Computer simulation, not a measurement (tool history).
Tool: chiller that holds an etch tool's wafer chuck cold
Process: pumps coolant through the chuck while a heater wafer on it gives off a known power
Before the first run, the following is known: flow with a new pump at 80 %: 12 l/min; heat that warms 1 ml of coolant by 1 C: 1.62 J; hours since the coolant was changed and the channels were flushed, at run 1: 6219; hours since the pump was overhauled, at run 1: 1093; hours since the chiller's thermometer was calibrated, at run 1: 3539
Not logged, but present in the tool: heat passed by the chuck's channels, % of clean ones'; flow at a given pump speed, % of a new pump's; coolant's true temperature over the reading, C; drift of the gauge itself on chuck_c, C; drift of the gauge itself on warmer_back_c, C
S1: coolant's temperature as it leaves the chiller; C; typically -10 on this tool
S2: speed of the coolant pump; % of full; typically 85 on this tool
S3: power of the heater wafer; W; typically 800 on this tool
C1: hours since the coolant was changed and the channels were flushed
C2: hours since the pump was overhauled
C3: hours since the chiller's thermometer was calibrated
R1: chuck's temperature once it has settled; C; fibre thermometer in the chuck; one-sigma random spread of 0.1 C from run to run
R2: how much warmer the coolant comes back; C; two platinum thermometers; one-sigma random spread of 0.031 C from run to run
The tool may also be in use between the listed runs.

run 1 hour=0 | S1=-10 S2=85 S3=800 | C1=6219 C2=1093 C3=3539 | R1=-1.7 R2=2.32
run 2 hour=36.1 | S1=-10 S2=85 S3=800 | C1=6255 C2=1129 C3=3575 | R1=-1.7 R2=2.35
run 3 hour=107.1 | S1=-10 S2=85 S3=800 | C1=6326 C2=1200 C3=3646 | R1=-1.8 R2=2.34
run 4 hour=159.3 | S1=-10 S2=85 S3=800 | C1=6379 C2=1252 C3=3699 | R1=-1.7 R2=2.36
-- hour=173.3 chiller's thermometer calibrated
run 5 hour=240.6 | S1=-10 S2=85 S3=800 | C1=6459 C2=1333 C3=67 | R1=-1.8 R2=2.31
run 6 hour=316.9 | S1=-5 S2=85 S3=800 | C1=6535 C2=1409 C3=144 | R1=3.3 R2=2.31
run 7 hour=370.6 | S1=-5 S2=85 S3=800 | C1=6589 C2=1463 C3=197 | R1=3.1 R2=2.32
run 8 hour=455.2 | S1=-5 S2=85 S3=800 | C1=6674 C2=1547 C3=282 | R1=3.3 R2=2.33
run 9 hour=521.4 | S1=-5 S2=85 S3=800 | C1=6740 C2=1614 C3=348 | R1=3.2 R2=2.35
run 10 hour=593.4 | S1=-10 S2=68 S3=800 | C1=6812 C2=1686 C3=420 | R1=-0.6 R2=2.89
run 11 hour=637.2 | S1=-10 S2=77 S3=800 | C1=6855 C2=1729 C3=464 | R1=-1.1 R2=2.6
run 12 hour=693.3 | S1=-10 S2=77 S3=435 | C1=6912 C2=1785 C3=520 | R1=-5.2 R2=1.37
run 13 hour=735.5 | S1=-10 S2=77 S3=435 | C1=6954 C2=1828 C3=562 | R1=-5.3 R2=1.41
run 14 hour=814.9 | S1=-10 S2=85 S3=818 | C1=7033 C2=1907 C3=642 | R1=-1.6 R2=2.41
run 15 hour=859.3 | S1=-10 S2=85 S3=641 | C1=7078 C2=1951 C3=686 | R1=-3.3 R2=1.93
run 16 hour=910.6 | S1=-10 S2=85 S3=641 | C1=7129 C2=2003 C3=737 | R1=-3.3 R2=1.85
run 17 hour=965.8 | S1=-10 S2=85 S3=641 | C1=7184 C2=2058 C3=792 | R1=-3.5 R2=1.84
run 18 hour=1039.7 | S1=-20 S2=83 S3=996 | C1=7258 C2=2132 C3=866 | R1=-9.5 R2=2.96
run 19 hour=1121.6 | S1=-12 S2=68 S3=639 | C1=7340 C2=2214 C3=948 | R1=-4.5 R2=2.23
run 20 hour=1186.7 | S1=-12 S2=68 S3=639 | C1=7405 C2=2279 C3=1013 | R1=-4.4 R2=2.35
run 21 hour=1251.5 | S1=-9 S2=72 S3=653 | C1=7470 C2=2344 C3=1078 | R1=-1.7 R2=2.27
run 22 hour=1294.5 | S1=-9 S2=72 S3=653 | C1=7513 C2=2387 C3=1121 | R1=-1.7 R2=2.22
run 23 hour=1349.5 | S1=-8 S2=85 S3=1098 | C1=7568 C2=2442 C3=1176 | R1=3.5 R2=3.21
run 24 hour=1436.3 | S1=-18 S2=99 S3=1098 | C1=7655 C2=2528 C3=1263 | R1=-7.3 R2=2.78
run 25 hour=1514.1 | S1=-10 S2=83 S3=973 | C1=7732 C2=2606 C3=1341 | R1=0.2 R2=2.93
run 26 hour=1555.8 | S1=-10 S2=83 S3=973 | C1=7774 C2=2648 C3=1382 | R1=0.3 R2=2.91
run 27 hour=1611.2 | S1=-20 S2=98 S3=1019 | C1=7830 C2=2703 C3=1438 | R1=-10.4 R2=2.59
run 28 hour=1690.3 | S1=-19 S2=65 S3=800 | C1=7909 C2=2782 C3=1517 | R1=-9.6 R2=3.06
run 29 hour=1741.7 | S1=-9 S2=79 S3=442 | C1=7960 C2=2834 C3=1568 | R1=-4.3 R2=1.37
run 30 hour=1788.9 | S1=-9 S2=79 S3=442 | C1=8007 C2=2881 C3=1616 | R1=-4.2 R2=1.38
run 31 hour=1825.2 | S1=-9 S2=79 S3=442 | C1=8043 C2=2917 C3=1652 | R1=-4.2 R2=1.44
run 32 hour=1876 | S1=-9 S2=79 S3=442 | C1=8094 C2=2968 C3=1703 | R1=-4.1 R2=1.44

Describe how what the log doesn't record of the tool's condition differs between the last listed run preceding each entry between runs and the first listed run following it.
Runs 4 to 5: chiller's thermometer calibrated (hour 173.3)
  coolant's true temperature over the reading, C: 0.01 -> 0

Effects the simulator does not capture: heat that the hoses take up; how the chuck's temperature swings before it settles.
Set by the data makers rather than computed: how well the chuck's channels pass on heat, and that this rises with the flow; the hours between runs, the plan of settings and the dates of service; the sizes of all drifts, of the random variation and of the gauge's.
